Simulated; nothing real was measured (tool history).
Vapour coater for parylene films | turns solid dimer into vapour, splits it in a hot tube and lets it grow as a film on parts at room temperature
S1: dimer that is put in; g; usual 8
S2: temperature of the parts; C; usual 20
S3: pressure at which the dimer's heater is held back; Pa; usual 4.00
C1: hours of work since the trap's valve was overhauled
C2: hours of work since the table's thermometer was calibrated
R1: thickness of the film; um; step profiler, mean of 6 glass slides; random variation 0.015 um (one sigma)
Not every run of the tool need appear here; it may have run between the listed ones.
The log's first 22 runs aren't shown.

run	hour	S1	S2	S3	C1	C2	R1
23	542.7	6	12	4.00	137	582	1.83
24	575.7	8	21	4.00	158	603	1.62
25	602.8	3	20	6.69	176	621	0.56
26	619.0	8	19	4.02	186	631	1.73
27	652.8	8	29	4.00	208	653	1.15
# hour 661.9: trap's valve overhauled
28	675.9	8	29	4.00	9	665	1.25
29	697.4	6	15	4.22	23	679	1.68
30	716.4	6	20	5.29	35	691	1.30
31	740.3	9	24	5.29	51	707	1.62
32	769.3	9	24	5.29	69	725	1.59
33	802.8	11	17	2.20	91	747	3.07

Forecast each of these 5 alternatives for the next run:
A	835.9	8	20	2.10	112	768	?
B	835.9	8	21	11.99	112	768	?
C	835.9	7	18	2.03	112	768	?
D	835.9	4	31	4.21	112	768	?
E	835.9	11	15	2.20	112	768	?

run	R1
A	1.99
B	1.33
C	1.88
D	0.56
E	3.36
The same runs, with their run-to-run variation unchanged, on a tool lacking any hidden condition would have given:
run	R1
A	2.15
B	1.44
C	2.03
D	0.60
E	3.63
